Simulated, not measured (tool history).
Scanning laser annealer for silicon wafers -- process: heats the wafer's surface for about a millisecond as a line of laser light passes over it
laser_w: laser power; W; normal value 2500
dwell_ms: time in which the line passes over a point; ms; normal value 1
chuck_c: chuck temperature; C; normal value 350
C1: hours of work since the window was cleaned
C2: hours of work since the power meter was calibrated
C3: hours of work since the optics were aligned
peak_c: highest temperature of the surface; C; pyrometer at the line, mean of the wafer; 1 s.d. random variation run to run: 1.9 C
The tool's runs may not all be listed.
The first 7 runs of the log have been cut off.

run 8 hour=589.3 | laser_w=2500 dwell_ms=1 chuck_c=350 | C1=349 C2=1794 C3=577 | peak_c=1181
run 9 hour=641.2 | laser_w=2500 dwell_ms=1 chuck_c=350 | C1=374 C2=1819 C3=602 | peak_c=1183
run 10 hour=714 | laser_w=2500 dwell_ms=1 chuck_c=350 | C1=409 C2=1854 C3=636 | peak_c=1182
run 11 hour=775.4 | laser_w=2500 dwell_ms=1 chuck_c=350 | C1=438 C2=1883 C3=666 | peak_c=1177
run 12 hour=829.1 | laser_w=2500 dwell_ms=1 chuck_c=381 | C1=464 C2=1909 C3=691 | peak_c=1206
run 13 hour=899.1 | laser_w=2448 dwell_ms=1 chuck_c=350 | C1=498 C2=1942 C3=725 | peak_c=1158
run 14 hour=969.4 | laser_w=2500 dwell_ms=0.78 chuck_c=350 | C1=531 C2=1976 C3=759 | peak_c=1068
-- hour=994.3 window over the wafer cleaned
run 15 hour=1013.6 | laser_w=2500 dwell_ms=0.78 chuck_c=350 | C1=9 C2=1996 C3=779 | peak_c=1087
run 16 hour=1086.4 | laser_w=2500 dwell_ms=0.78 chuck_c=350 | C1=44 C2=2031 C3=814 | peak_c=1089
run 17 hour=1185.9 | laser_w=2323 dwell_ms=1 chuck_c=350 | C1=92 C2=2079 C3=861 | peak_c=1141
run 18 hour=1275.9 | laser_w=2323 dwell_ms=1 chuck_c=364 | C1=135 C2=2122 C3=904 | peak_c=1151
run 19 hour=1346.7 | laser_w=2323 dwell_ms=1 chuck_c=364 | C1=169 C2=2156 C3=938 | peak_c=1148
-- hour=1357.9 optics aligned, line set to its width
run 20 hour=1429.5 | laser_w=2323 dwell_ms=1 chuck_c=364 | C1=206 C2=2193 C3=34 | peak_c=1155
run 21 hour=1478.6 | laser_w=2500 dwell_ms=1 chuck_c=350 | C1=229 C2=2216 C3=58 | peak_c=1198
-- hour=1485.9 laser's power meter calibrated
run 22 hour=1580 | laser_w=2297 dwell_ms=0.99 chuck_c=383 | C1=276 C2=45 C3=105 | peak_c=1160
run 23 hour=1623.7 | laser_w=2230 dwell_ms=0.86 chuck_c=335 | C1=297 C2=66 C3=126 | peak_c=1036
run 24 hour=1675.4 | laser_w=2306 dwell_ms=1 chuck_c=372 | C1=322 C2=91 C3=150 | peak_c=1153
-- hour=1729.1 laser's power meter calibrated, once more
run 25 hour=1729.6 | laser_w=2306 dwell_ms=1 chuck_c=372 | C1=347 C2=0 C3=175 | peak_c=1148
run 26 hour=1783.7 | laser_w=2401 dwell_ms=0.72 chuck_c=350 | C1=372 C2=26 C3=201 | peak_c=1022
run 27 hour=1829.8 | laser_w=2359 dwell_ms=0.86 chuck_c=326 | C1=394 C2=48 C3=223 | peak_c=1049
run 28 hour=1908.6 | laser_w=2359 dwell_ms=0.86 chuck_c=326 | C1=432 C2=86 C3=261 | peak_c=1053
run 29 hour=1985.1 | laser_w=2500 dwell_ms=1 chuck_c=388 | C1=469 C2=122 C3=297 | peak_c=1215
run 30 hour=2045.9 | laser_w=2446 dwell_ms=0.71 chuck_c=324 | C1=498 C2=152 C3=326 | peak_c=994
-- hour=2138.6 window over the wafer cleaned
run 31 hour=2139.1 | laser_w=2684 dwell_ms=0.79 chuck_c=382 | C1=0 C2=195 C3=370 | peak_c=1179
run 32 hour=2222.8 | laser_w=2554 dwell_ms=1 chuck_c=386 | C1=40 C2=235 C3=410 | peak_c=1248

Estimate the outcome of run 33 from the log above:
run 33 hour=2277.7 | laser_w=2554 dwell_ms=1 chuck_c=386 | C1=67 C2=261 C3=436 | peak_c=?

For run 33 the tool returned peak_c 1251 C.
Had the tool carried no hidden state, the very same run would have given peak_c 1254 C.

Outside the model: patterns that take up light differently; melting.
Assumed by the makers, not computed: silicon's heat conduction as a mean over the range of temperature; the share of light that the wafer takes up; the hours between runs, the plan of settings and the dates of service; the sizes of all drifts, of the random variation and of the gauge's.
